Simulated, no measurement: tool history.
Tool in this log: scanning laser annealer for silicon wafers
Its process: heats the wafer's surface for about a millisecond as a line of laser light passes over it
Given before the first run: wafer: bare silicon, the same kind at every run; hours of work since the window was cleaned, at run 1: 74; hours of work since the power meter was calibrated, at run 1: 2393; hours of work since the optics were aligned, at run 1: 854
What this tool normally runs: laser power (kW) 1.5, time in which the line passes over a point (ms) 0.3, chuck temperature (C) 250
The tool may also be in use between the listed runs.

run    hour  laser power (kW)  time in which the line passes over a point (ms)  chuck temperature (C)  hours of work since the window was cleaned  hours of work since the power meter was calibrated  hours of work since the optics were aligned  highest temperature of the surface (C)
  1       0               1.5                                              0.3                    250                                          74                                                2393                                          854                                     963
  2    80.1             1.531                                              0.3                    250                                         127                                                2446                                          907                                     973
  3   137.1               1.5                                              0.3                    224                                         165                                                2483                                          945                                     929
  4   232.7               1.5                                              0.3                    224                                         228                                                2547                                         1008                                     928
  5   291.4               1.5                                              0.3                    224                                         267                                                2585                                         1047                                     922
  6   376.9               1.5                                              0.3                    250                                         323                                                2642                                         1103                                     948
  7   430.1               1.5                                              0.3                    250                                         359                                                2677                                         1139                                     944
  8   519.8               1.5                                              0.3                    250                                         418                                                2736                                         1198                                     943
  9   600.6               1.5                                              0.3                    250                                         471                                                2790                                         1251                                     940
 10   695.6               1.5                                              0.3                    250                                         534                                                2853                                         1314                                     934
 11   787.9             1.416                                              0.3                    250                                         595                                                2914                                         1375                                     887
 12   871.2             1.416                                              0.3                    250                                         650                                                2969                                         1430                                     886
 13   917.3               1.5                                              0.3                    250                                         681                                                2999                                         1461                                     922
 14   979.4               1.5                                            0.331                    250                                         722                                                3040                                         1502                                     961
 15  1061.3               1.5                                            0.331                    250                                         776                                                3095                                         1556                                     956
     1067.3  -- window over the wafer cleaned
 16  1138.7               1.5                                            0.331                    250                                          47                                                3144                                         1606                                     994
     1185.7  -- optics aligned, line set to its width
 17  1228.9               1.5                                            0.331                    250                                         104                                                3201                                           29                                    1004
 18  1306.6             1.494                                            0.223                    232                                         155                                                3252                                           80                                     841
 19  1371.6             1.608                                            0.322                    243                                         198                                                3295                                          123                                    1042
 20  1427.9             1.371                                            0.229                    284                                         235                                                3332                                          160                                     837
 21  1487.9             1.623                                            0.337                    284                                         275                                                3372                                          200                                    1106
 22  1543.4               1.5                                              0.3                    285                                         311                                                3409                                          237                                     991
 23  1636.5               1.5                                              0.3                    285                                         373                                                3470                                          298                                     987
 24  1681.8             1.392                                              0.3                    249                                         403                                                3500                                          328                                     890
 25  1745.4             1.392                                              0.3                    249                                         445                                                3542                                          370                                     893
 26  1830.4             1.579                                              0.3                    250                                         501                                                3598                                          426                                     989
 27  1879.3               1.5                                              0.3                    245                                         534                                                3631                                          459                                     941
 28  1918.8             1.409                                            0.348                    276                                         560                                                3657                                          485                                     974
 29  1972.2             1.597                                            0.348                    276                                         595                                                3692                                          520                                    1077
 30  2025.9             1.515                                             0.36                    225                                         631                                                3728                                          556                                     994
 31  2108.7             1.586                                             0.36                    212                                         685                                                3782                                          610                                    1016
 32  2147.4             1.647                                            0.294                    238                                         711                                                3808                                          636                                     991
 33    2198             1.494                                            0.364                    238                                         744                                                3842                                          669                                     990

Hidden condition of the tool, last listed run before each entry between runs versus first listed run after:
After run 15, before run 16: window over the wafer cleaned (hour 1067.3)
  light that passes the window, % of a clean one's: 94.83 -> 99.62; laser's true power over the reading, %: 1.46 -> 1.48; width of the line over the set one, %: 2.96 -> 3.06
  measured value less the no-hidden-state value, highest temperature of the surface (C): -44 -> -4
After run 16, before run 17: optics aligned, line set to its width (hour 1185.7)
  light that passes the window, % of a clean one's: 99.62 -> 99.29; laser's true power over the reading, %: 1.48 -> 1.5; width of the line over the set one, %: 3.06 -> 0.3
  measured value less the no-hidden-state value, highest temperature of the surface (C): -4 -> +5

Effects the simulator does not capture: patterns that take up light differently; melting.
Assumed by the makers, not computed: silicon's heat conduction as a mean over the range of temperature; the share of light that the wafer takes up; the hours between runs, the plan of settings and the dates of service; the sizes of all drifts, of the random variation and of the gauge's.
